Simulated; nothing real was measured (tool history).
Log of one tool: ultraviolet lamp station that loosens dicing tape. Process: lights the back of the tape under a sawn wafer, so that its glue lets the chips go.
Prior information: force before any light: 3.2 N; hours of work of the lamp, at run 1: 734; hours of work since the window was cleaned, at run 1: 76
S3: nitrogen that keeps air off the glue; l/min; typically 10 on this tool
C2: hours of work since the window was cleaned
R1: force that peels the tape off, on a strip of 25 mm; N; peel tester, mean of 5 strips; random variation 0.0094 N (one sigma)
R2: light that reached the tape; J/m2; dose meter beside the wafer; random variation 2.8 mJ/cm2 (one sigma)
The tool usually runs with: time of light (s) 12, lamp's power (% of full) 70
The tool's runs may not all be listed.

{"run": 1, "hour": 0.0, "time of light (s)": 12, "lamp's power (% of full)": 70, "S3": 10, "hours of work of the lamp": 734, "C2": 76, "R1": 0.471, "R2": 3530}
{"run": 2, "hour": 65.1, "time of light (s)": 16, "lamp's power (% of full)": 70, "S3": 10, "hours of work of the lamp": 763, "C2": 106, "R1": 0.339, "R2": 4670}
{"run": 3, "hour": 109.1, "time of light (s)": 16, "lamp's power (% of full)": 70, "S3": 10, "hours of work of the lamp": 783, "C2": 125, "R1": 0.331, "R2": 4560}
{"run": 4, "hour": 187.0, "time of light (s)": 16, "lamp's power (% of full)": 70, "S3": 10, "hours of work of the lamp": 818, "C2": 160, "R1": 0.358, "R2": 4560}
{"run": 5, "hour": 228.4, "time of light (s)": 16, "lamp's power (% of full)": 70, "S3": 10, "hours of work of the lamp": 836, "C2": 179, "R1": 0.35, "R2": 4510}
{"run": 6, "hour": 269.6, "time of light (s)": 19, "lamp's power (% of full)": 70, "S3": 10, "hours of work of the lamp": 855, "C2": 198, "R1": 0.286, "R2": 5250}
{"hour": 314.1, "done": "window cleaned of glue's vapour"}
{"run": 7, "hour": 345.4, "time of light (s)": 19, "lamp's power (% of full)": 90, "S3": 10, "hours of work of the lamp": 889, "C2": 14, "R1": 0.266, "R2": 6440}
{"run": 8, "hour": 404.5, "time of light (s)": 12, "lamp's power (% of full)": 70, "S3": 4, "hours of work of the lamp": 915, "C2": 41, "R1": 0.767, "R2": 3140}
{"run": 9, "hour": 456.3, "time of light (s)": 12, "lamp's power (% of full)": 70, "S3": 4, "hours of work of the lamp": 939, "C2": 64, "R1": 0.769, "R2": 3120}
{"hour": 489.8, "done": "window cleaned of glue's vapour, once more"}
{"run": 10, "hour": 541.1, "time of light (s)": 12, "lamp's power (% of full)": 77, "S3": 10, "hours of work of the lamp": 977, "C2": 23, "R1": 0.428, "R2": 3750}
{"run": 11, "hour": 609.6, "time of light (s)": 12, "lamp's power (% of full)": 70, "S3": 10, "hours of work of the lamp": 1008, "C2": 54, "R1": 0.49, "R2": 3380}
{"run": 12, "hour": 665.3, "time of light (s)": 12, "lamp's power (% of full)": 79, "S3": 10, "hours of work of the lamp": 1033, "C2": 79, "R1": 0.409, "R2": 3830}
{"run": 13, "hour": 750.4, "time of light (s)": 12, "lamp's power (% of full)": 70, "S3": 10, "hours of work of the lamp": 1071, "C2": 117, "R1": 0.494, "R2": 3310}
{"run": 14, "hour": 790.4, "time of light (s)": 9, "lamp's power (% of full)": 70, "S3": 10, "hours of work of the lamp": 1089, "C2": 135, "R1": 0.705, "R2": 2440}
{"run": 15, "hour": 848.1, "time of light (s)": 12, "lamp's power (% of full)": 70, "S3": 10, "hours of work of the lamp": 1115, "C2": 161, "R1": 0.515, "R2": 3290}
{"run": 16, "hour": 907.6, "time of light (s)": 12, "lamp's power (% of full)": 70, "S3": 10, "hours of work of the lamp": 1142, "C2": 188, "R1": 0.531, "R2": 3240}
{"run": 17, "hour": 949.7, "time of light (s)": 12, "lamp's power (% of full)": 85, "S3": 10, "hours of work of the lamp": 1161, "C2": 207, "R1": 0.419, "R2": 3870}
{"hour": 977.7, "done": "window cleaned of glue's vapour"}
{"run": 18, "hour": 1004.4, "time of light (s)": 12, "lamp's power (% of full)": 92, "S3": 10, "hours of work of the lamp": 1185, "C2": 12, "R1": 0.361, "R2": 4380}
{"run": 19, "hour": 1060.0, "time of light (s)": 12, "lamp's power (% of full)": 65, "S3": 10, "hours of work of the lamp": 1210, "C2": 37, "R1": 0.567, "R2": 3110}
{"run": 20, "hour": 1141.1, "time of light (s)": 12, "lamp's power (% of full)": 65, "S3": 10, "hours of work of the lamp": 1247, "C2": 74, "R1": 0.58, "R2": 3040}
{"run": 21, "hour": 1189.1, "time of light (s)": 12, "lamp's power (% of full)": 64, "S3": 10, "hours of work of the lamp": 1268, "C2": 95, "R1": 0.587, "R2": 2920}
{"run": 22, "hour": 1229.5, "time of light (s)": 12, "lamp's power (% of full)": 70, "S3": 9, "hours of work of the lamp": 1286, "C2": 113, "R1": 0.558, "R2": 3190}
{"run": 23, "hour": 1285.7, "time of light (s)": 12, "lamp's power (% of full)": 70, "S3": 4, "hours of work of the lamp": 1312, "C2": 139, "R1": 0.749, "R2": 3190}
{"run": 24, "hour": 1365.5, "time of light (s)": 12, "lamp's power (% of full)": 70, "S3": 4, "hours of work of the lamp": 1348, "C2": 175, "R1": 0.778, "R2": 3110}
{"run": 25, "hour": 1413.9, "time of light (s)": 12, "lamp's power (% of full)": 70, "S3": 4, "hours of work of the lamp": 1369, "C2": 196, "R1": 0.761, "R2": 3080}
{"hour": 1461.0, "done": "window cleaned of glue's vapour"}
{"run": 26, "hour": 1483.2, "time of light (s)": 20, "lamp's power (% of full)": 69, "S3": 16, "hours of work of the lamp": 1400, "C2": 10, "R1": 0.283, "R2": 5290}
{"run": 27, "hour": 1520.2, "time of light (s)": 12, "lamp's power (% of full)": 81, "S3": 10, "hours of work of the lamp": 1417, "C2": 27, "R1": 0.439, "R2": 3690}
{"run": 28, "hour": 1587.1, "time of light (s)": 10, "lamp's power (% of full)": 63, "S3": 19, "hours of work of the lamp": 1447, "C2": 57, "R1": 0.665, "R2": 2340}
{"run": 29, "hour": 1660.0, "time of light (s)": 10, "lamp's power (% of full)": 63, "S3": 19, "hours of work of the lamp": 1480, "C2": 90, "R1": 0.671, "R2": 2350}
{"run": 30, "hour": 1699.9, "time of light (s)": 9, "lamp's power (% of full)": 74, "S3": 6, "hours of work of the lamp": 1498, "C2": 108, "R1": 0.885, "R2": 2490}
{"run": 31, "hour": 1783.6, "time of light (s)": 13, "lamp's power (% of full)": 70, "S3": 7, "hours of work of the lamp": 1536, "C2": 145, "R1": 0.594, "R2": 3300}
{"run": 32, "hour": 1841.9, "time of light (s)": 13, "lamp's power (% of full)": 70, "S3": 7, "hours of work of the lamp": 1562, "C2": 171, "R1": 0.586, "R2": 3280}
{"run": 33, "hour": 1890.6, "time of light (s)": 15, "lamp's power (% of full)": 78, "S3": 8, "hours of work of the lamp": 1584, "C2": 193, "R1": 0.419, "R2": 4090}
{"hour": 1948.1, "done": "window cleaned of glue's vapour"}
{"run": 34, "hour": 1971.9, "time of light (s)": 18, "lamp's power (% of full)": 78, "S3": 14, "hours of work of the lamp": 1620, "C2": 11, "R1": 0.306, "R2": 5220}
{"run": 35, "hour": 2035.3, "time of light (s)": 18, "lamp's power (% of full)": 78, "S3": 14, "hours of work of the lamp": 1649, "C2": 39, "R1": 0.293, "R2": 5140}
{"run": 36, "hour": 2093.4, "time of light (s)": 18, "lamp's power (% of full)": 78, "S3": 14, "hours of work of the lamp": 1675, "C2": 65, "R1": 0.305, "R2": 5140}
{"run": 37, "hour": 2182.5, "time of light (s)": 13, "lamp's power (% of full)": 70, "S3": 5, "hours of work of the lamp": 1715, "C2": 106, "R1": 0.683, "R2": 3200}
{"hour": 2240.3, "done": "lamp changed"}
{"run": 38, "hour": 2251.8, "time of light (s)": 16, "lamp's power (% of full)": 80, "S3": 6, "hours of work of the lamp": 5, "C2": 136, "R1": 0.324, "R2": 5870}
{"run": 39, "hour": 2322.5, "time of light (s)": 6, "lamp's power (% of full)": 70, "S3": 5, "hours of work of the lamp": 37, "C2": 168, "R1": 1.215, "R2": 1900}
{"run": 40, "hour": 2390.4, "time of light (s)": 10, "lamp's power (% of full)": 70, "S3": 13, "hours of work of the lamp": 68, "C2": 199, "R1": 0.526, "R2": 3080}
{"hour": 2435.8, "done": "window cleaned of glue's vapour"}
{"run": 41, "hour": 2462.7, "time of light (s)": 13, "lamp's power (% of full)": 77, "S3": 20, "hours of work of the lamp": 100, "C2": 12, "R1": 0.294, "R2": 4660}
{"run": 42, "hour": 2512.9, "time of light (s)": 13, "lamp's power (% of full)": 77, "S3": 20, "hours of work of the lamp": 123, "C2": 35, "R1": 0.302, "R2": 4660}
{"run": 43, "hour": 2570.7, "time of light (s)": 12, "lamp's power (% of full)": 70, "S3": 5, "hours of work of the lamp": 149, "C2": 61, "R1": 0.533, "R2": 3860}

Branching from run 43: 3 alternative next runs. What would each branch give?
{"run": "A", "hour": 2640.5, "time of light (s)": 13, "lamp's power (% of full)": 70, "S3": 7, "hours of work of the lamp": 180, "C2": 92, "R1": "?", "R2": "?"}
{"run": "B", "hour": 2640.5, "time of light (s)": 16, "lamp's power (% of full)": 64, "S3": 19, "hours of work of the lamp": 180, "C2": 92, "R1": "?", "R2": "?"}
{"run": "C", "hour": 2640.5, "time of light (s)": 12, "lamp's power (% of full)": 76, "S3": 6, "hours of work of the lamp": 180, "C2": 92, "R1": "?", "R2": "?"}

run=A R1=0.445 R2=4110
run=B R1=0.313 R2=4580
run=C R1=0.451 R2=4110
With the hidden condition removed and each run's random variation left untouched, the same runs would have given:
run=A R1=0.412 R2=4380
run=B R1=0.299 R2=4880
run=C R1=0.416 R2=4380
